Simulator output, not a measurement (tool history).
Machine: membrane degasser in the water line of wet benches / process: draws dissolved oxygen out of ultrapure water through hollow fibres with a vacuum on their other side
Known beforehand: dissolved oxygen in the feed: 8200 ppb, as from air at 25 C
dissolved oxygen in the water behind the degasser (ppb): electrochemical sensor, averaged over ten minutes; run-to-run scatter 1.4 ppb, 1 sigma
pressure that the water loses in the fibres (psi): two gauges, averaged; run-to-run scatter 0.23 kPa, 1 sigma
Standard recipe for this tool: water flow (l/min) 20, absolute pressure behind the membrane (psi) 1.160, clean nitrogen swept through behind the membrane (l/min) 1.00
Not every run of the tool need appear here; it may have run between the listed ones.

run	hour	water flow (l/min)	absolute pressure behind the membrane (psi)	clean nitrogen swept through behind the membrane (l/min)	dissolved oxygen in the water behind the degasser (ppb)	pressure that the water loses in the fibres (psi)
1	0.0	20	1.160	1.00	223.3	8.321
2	59.6	20	1.160	1.00	223.3	8.287
3	122.5	20	1.160	1.00	224.2	8.311
4	161.7	20	1.160	1.00	226.4	8.341
5	218.9	20	1.275	1.00	259.8	8.309
6	278.7	20	1.275	1.00	256.7	8.396
7	324.3	20	1.275	1.50	185.2	8.332
8	383.5	20	1.275	1.50	184.2	8.296
9	417.5	20	1.275	1.50	185.2	8.340
10	467.4	20	2.632	0.45	1166.8	8.285
11	534.1	19	1.160	1.32	168.5	7.944
12	600.9	29	0.966	1.00	263.1	12.167
13	662.8	20	1.942	0.42	884.7	8.425
14	719.5	21	2.796	1.41	538.8	8.756
15	785.0	13	2.221	1.42	261.6	5.430
16	832.5	13	2.221	1.42	258.7	5.401
17	884.0	13	1.807	1.00	272.8	5.371

Each row is a separate what-if for the run after 17, all from the same tool condition, not one after another. Results?
A	918.4	13	2.453	1.00	?	?
B	918.4	21	1.195	1.15	?	?
C	918.4	31	1.804	0.96	?	?
D	918.4	20	1.307	1.00	?	?

run	dissolved oxygen in the water behind the degasser (ppb)	pressure that the water loses in the fibres (psi)
A	402.1	5.424
B	220.0	8.739
C	654.5	12.984
D	267.7	8.335
Stripped of hidden state, with their random variation kept, the same runs would have yielded:
run	dissolved oxygen in the water behind the degasser (ppb)	pressure that the water loses in the fibres (psi)
A	401.8	5.361
B	219.8	8.637
C	654.4	12.836
D	267.5	8.240
